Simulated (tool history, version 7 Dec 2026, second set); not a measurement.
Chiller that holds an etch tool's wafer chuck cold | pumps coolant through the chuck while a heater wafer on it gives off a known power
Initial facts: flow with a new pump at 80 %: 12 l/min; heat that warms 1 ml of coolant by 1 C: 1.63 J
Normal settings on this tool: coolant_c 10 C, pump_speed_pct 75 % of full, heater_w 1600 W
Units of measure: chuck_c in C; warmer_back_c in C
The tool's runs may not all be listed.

| run | hour | coolant_c | pump_speed_pct | heater_w | chuck_c | warmer_back_c |
|---|---|---|---|---|---|---|
| 1 | 0.0 | 10 | 75 | 1600 | 21.1 | 5.25 |
| 2 | 45.5 | 10 | 75 | 1600 | 20.9 | 5.24 |
| 3 | 89.8 | 10 | 70 | 1600 | 21.6 | 5.56 |
| 4 | 154.3 | 10 | 70 | 1600 | 21.6 | 5.64 |
| 5 | 209.5 | 10 | 70 | 1600 | 21.5 | 5.56 |
| 6 | 291.1 | 10 | 70 | 1600 | 21.7 | 5.64 |
| 7 | 383.6 | 10 | 68 | 1600 | 22.0 | 5.78 |
| 8 | 468.5 | 10 | 68 | 1600 | 21.9 | 5.77 |
| 9 | 562.7 | 10 | 76 | 1600 | 21.1 | 5.11 |
| 10 | 609.8 | 10 | 65 | 1600 | 22.1 | 6.12 |
| 11 | 664.3 | 10 | 65 | 1600 | 22.3 | 6.00 |
| 12 | 715.1 | 10 | 65 | 1600 | 22.4 | 6.08 |
| 13 | 762.2 | 0 | 75 | 1600 | 11.1 | 5.19 |
| 14 | 832.8 | 0 | 75 | 937 | 6.3 | 3.04 |
| 15 | 902.1 | 0 | 75 | 937 | 6.4 | 3.05 |
| 16 | 994.0 | 0 | 75 | 937 | 6.6 | 3.09 |
| 17 | 1064.8 | 0 | 75 | 937 | 6.4 | 3.00 |
| 18 | 1125.0 | 10 | 66 | 1423 | 20.7 | 5.28 |
| 19 | 1180.4 | 10 | 66 | 1423 | 20.7 | 5.32 |
| 20 | 1232.6 | 12 | 85 | 1301 | 20.1 | 3.79 |
| 21 | 1282.9 | 17 | 62 | 1301 | 27.3 | 5.21 |
| 22 | 1332.9 | 17 | 62 | 1301 | 27.5 | 5.23 |
| 23 | 1410.0 | 7 | 64 | 856 | 13.5 | 3.31 |
| 24 | 1457.1 | 7 | 64 | 856 | 13.5 | 3.31 |
| 25 | 1511.3 | 7 | 62 | 856 | 14.1 | 3.41 |
| 26 | 1579.2 | 8 | 75 | 1600 | 19.0 | 5.19 |
| 27 | 1663.1 | 9 | 88 | 1600 | 18.8 | 4.46 |
| 28 | 1717.4 | 5 | 75 | 1172 | 13.1 | 3.89 |
| 29 | 1778.1 | 5 | 86 | 1093 | 11.8 | 3.01 |
| 30 | 1850.6 | 11 | 76 | 1846 | 23.7 | 5.93 |
| 31 | 1925.5 | 11 | 95 | 1982 | 22.8 | 5.08 |
| 32 | 1994.8 | 17 | 64 | 1221 | 26.6 | 4.68 |
| 33 | 2080.2 | 20 | 75 | 1600 | 31.1 | 5.25 |

Each row is a separate what-if for the run after 33, all from the same tool condition, not one after another. Results?
| A | 2170.5 | 12 | 67 | 1600 | ? | ? |
| B | 2170.5 | 16 | 70 | 905 | ? | ? |
| C | 2170.5 | 20 | 75 | 900 | ? | ? |

| run | chuck_c | warmer_back_c |
|---|---|---|
| A | 23.9 | 5.80 |
| B | 22.5 | 3.22 |
| C | 26.4 | 2.98 |
What these runs would have given with no unlogged condition in the tool:
| run | chuck_c | warmer_back_c |
|---|---|---|
| A | 23.9 | 5.80 |
| B | 22.5 | 3.21 |
| C | 26.3 | 2.98 |

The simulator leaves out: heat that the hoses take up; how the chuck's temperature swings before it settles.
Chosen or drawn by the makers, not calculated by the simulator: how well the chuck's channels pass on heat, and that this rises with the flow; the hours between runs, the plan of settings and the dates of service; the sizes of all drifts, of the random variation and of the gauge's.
